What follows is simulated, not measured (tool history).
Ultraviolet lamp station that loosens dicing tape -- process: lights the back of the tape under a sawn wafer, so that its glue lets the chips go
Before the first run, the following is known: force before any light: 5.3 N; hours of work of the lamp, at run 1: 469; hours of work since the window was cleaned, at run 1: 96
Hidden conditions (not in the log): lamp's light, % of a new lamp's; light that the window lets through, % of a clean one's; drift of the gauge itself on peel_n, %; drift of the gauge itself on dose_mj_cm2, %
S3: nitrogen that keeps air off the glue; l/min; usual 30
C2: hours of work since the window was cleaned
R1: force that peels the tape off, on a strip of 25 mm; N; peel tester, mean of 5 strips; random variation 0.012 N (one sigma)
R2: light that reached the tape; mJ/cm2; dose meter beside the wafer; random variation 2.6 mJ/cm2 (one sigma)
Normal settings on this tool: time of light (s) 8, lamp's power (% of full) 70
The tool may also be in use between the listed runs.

{"run": 1, "hour": 0.0, "time of light (s)": 8, "lamp's power (% of full)": 70, "S3": 30, "hours of work of the lamp": 469, "C2": 96, "R1": 0.562, "R2": 336}
{"run": 2, "hour": 42.8, "time of light (s)": 8, "lamp's power (% of full)": 77, "S3": 30, "hours of work of the lamp": 500, "C2": 127, "R1": 0.445, "R2": 372}
{"run": 3, "hour": 79.3, "time of light (s)": 8, "lamp's power (% of full)": 70, "S3": 11, "hours of work of the lamp": 526, "C2": 154, "R1": 0.887, "R2": 339}
{"run": 4, "hour": 129.9, "time of light (s)": 7, "lamp's power (% of full)": 70, "S3": 11, "hours of work of the lamp": 563, "C2": 190, "R1": 1.06, "R2": 296}
{"run": 5, "hour": 164.8, "time of light (s)": 5, "lamp's power (% of full)": 70, "S3": 30, "hours of work of the lamp": 588, "C2": 215, "R1": 1.194, "R2": 206}
{"run": 6, "hour": 215.6, "time of light (s)": 5, "lamp's power (% of full)": 70, "S3": 30, "hours of work of the lamp": 625, "C2": 252, "R1": 1.175, "R2": 211}
{"hour": 237.8, "done": "window cleaned of glue's vapour"}
{"run": 7, "hour": 249.0, "time of light (s)": 5, "lamp's power (% of full)": 70, "S3": 30, "hours of work of the lamp": 649, "C2": 8, "R1": 1.208, "R2": 213}
{"run": 8, "hour": 291.8, "time of light (s)": 5, "lamp's power (% of full)": 70, "S3": 30, "hours of work of the lamp": 680, "C2": 39, "R1": 1.231, "R2": 212}
{"run": 9, "hour": 317.8, "time of light (s)": 8, "lamp's power (% of full)": 70, "S3": 30, "hours of work of the lamp": 698, "C2": 58, "R1": 0.543, "R2": 338}
{"run": 10, "hour": 343.7, "time of light (s)": 8, "lamp's power (% of full)": 70, "S3": 30, "hours of work of the lamp": 717, "C2": 77, "R1": 0.557, "R2": 340}
{"run": 11, "hour": 371.5, "time of light (s)": 8, "lamp's power (% of full)": 70, "S3": 30, "hours of work of the lamp": 737, "C2": 97, "R1": 0.547, "R2": 342}
{"run": 12, "hour": 421.1, "time of light (s)": 8, "lamp's power (% of full)": 70, "S3": 30, "hours of work of the lamp": 773, "C2": 132, "R1": 0.572, "R2": 342}
{"run": 13, "hour": 463.0, "time of light (s)": 8, "lamp's power (% of full)": 70, "S3": 30, "hours of work of the lamp": 803, "C2": 163, "R1": 0.546, "R2": 336}
{"run": 14, "hour": 503.4, "time of light (s)": 8, "lamp's power (% of full)": 90, "S3": 30, "hours of work of the lamp": 832, "C2": 192, "R1": 0.341, "R2": 432}
{"run": 15, "hour": 526.7, "time of light (s)": 8, "lamp's power (% of full)": 70, "S3": 30, "hours of work of the lamp": 849, "C2": 209, "R1": 0.544, "R2": 335}
{"run": 16, "hour": 557.7, "time of light (s)": 8, "lamp's power (% of full)": 70, "S3": 30, "hours of work of the lamp": 872, "C2": 231, "R1": 0.56, "R2": 335}
{"hour": 606.2, "done": "window cleaned of glue's vapour"}
{"run": 17, "hour": 606.2, "time of light (s)": 8, "lamp's power (% of full)": 70, "S3": 30, "hours of work of the lamp": 906, "C2": 0, "R1": 0.533, "R2": 340}
{"run": 18, "hour": 643.5, "time of light (s)": 8, "lamp's power (% of full)": 70, "S3": 30, "hours of work of the lamp": 933, "C2": 27, "R1": 0.56, "R2": 340}
{"run": 19, "hour": 664.3, "time of light (s)": 8, "lamp's power (% of full)": 70, "S3": 30, "hours of work of the lamp": 948, "C2": 42, "R1": 0.549, "R2": 339}
{"run": 20, "hour": 715.3, "time of light (s)": 5, "lamp's power (% of full)": 77, "S3": 27, "hours of work of the lamp": 985, "C2": 79, "R1": 1.085, "R2": 233}
{"run": 21, "hour": 739.4, "time of light (s)": 8, "lamp's power (% of full)": 92, "S3": 16, "hours of work of the lamp": 1003, "C2": 96, "R1": 0.44, "R2": 444}
{"run": 22, "hour": 772.7, "time of light (s)": 8, "lamp's power (% of full)": 92, "S3": 16, "hours of work of the lamp": 1027, "C2": 120, "R1": 0.43, "R2": 447}
{"run": 23, "hour": 802.7, "time of light (s)": 8, "lamp's power (% of full)": 92, "S3": 16, "hours of work of the lamp": 1048, "C2": 142, "R1": 0.42, "R2": 449}
{"hour": 820.0, "done": "lamp changed"}
{"run": 24, "hour": 852.3, "time of light (s)": 5, "lamp's power (% of full)": 90, "S3": 57, "hours of work of the lamp": 23, "C2": 177, "R1": 0.668, "R2": 272}
{"run": 25, "hour": 901.5, "time of light (s)": 8, "lamp's power (% of full)": 76, "S3": 12, "hours of work of the lamp": 59, "C2": 213, "R1": 0.702, "R2": 364}
{"run": 26, "hour": 923.7, "time of light (s)": 10, "lamp's power (% of full)": 70, "S3": 10, "hours of work of the lamp": 75, "C2": 229, "R1": 0.592, "R2": 422}
{"run": 27, "hour": 955.4, "time of light (s)": 5, "lamp's power (% of full)": 64, "S3": 29, "hours of work of the lamp": 98, "C2": 252, "R1": 1.386, "R2": 192}
{"hour": 977.1, "done": "window cleaned of glue's vapour"}
{"run": 28, "hour": 977.1, "time of light (s)": 11, "lamp's power (% of full)": 70, "S3": 30, "hours of work of the lamp": 113, "C2": 0, "R1": 0.301, "R2": 466}
{"run": 29, "hour": 1000.1, "time of light (s)": 6, "lamp's power (% of full)": 66, "S3": 30, "hours of work of the lamp": 130, "C2": 17, "R1": 1.016, "R2": 244}

Expected results for the next run?
{"run": 30, "hour": 1051.3, "time of light (s)": 6, "lamp's power (% of full)": 66, "S3": 30, "hours of work of the lamp": 167, "C2": 54, "R1": "?", "R2": "?"}

R1: 1.001 N
R2: 243 mJ/cm2
Without the tool's hidden state the same run would have given R1 0.999 N, R2 244 mJ/cm2.
